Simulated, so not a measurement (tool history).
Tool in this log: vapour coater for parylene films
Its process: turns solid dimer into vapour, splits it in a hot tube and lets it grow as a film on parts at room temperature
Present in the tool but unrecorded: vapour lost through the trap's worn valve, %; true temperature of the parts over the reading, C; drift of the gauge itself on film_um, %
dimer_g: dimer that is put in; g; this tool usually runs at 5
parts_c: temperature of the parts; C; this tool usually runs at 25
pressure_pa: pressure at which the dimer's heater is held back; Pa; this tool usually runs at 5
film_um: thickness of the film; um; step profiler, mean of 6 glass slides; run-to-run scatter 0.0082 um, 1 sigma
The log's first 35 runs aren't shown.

run     day  dimer_g  parts_c  pressure_pa  hours of work since the trap's valve was overhauled  hours of work since the table's thermometer was calibrated  film_um
 36  74.921        2       24         5.71                                                  235                                                         615    0.919
 37  76.979        8       26          3.4                                                  268                                                         649    3.756
 38  79.496        8       26          3.4                                                  309                                                         690    3.752
 39  81.696        8       26          3.4                                                  345                                                         726    3.737
 40  83.708        6       30         3.21                                                  378                                                         758    2.431
 41  86.625        7       29         3.98                                                  425                                                         806    2.797
 42  88.438        7       24         5.08                                                  455                                                         835    3.232
     88.671  -- table's thermometer calibrated
 43  90.908        5       30        11.46                                                  494                                                          36    1.489
 44  92.554        5       18         2.16                                                  521                                                          63    3.299
 45  94.867        5       18         6.83                                                  559                                                         101    2.608

Estimate the outcome of run 46 from the log above:
 46  97.517        5       18         6.83                                                  602                                                         144        ?

film_um: 2.601 um
Without the tool's hidden state the same run would have given film_um 2.797 um.
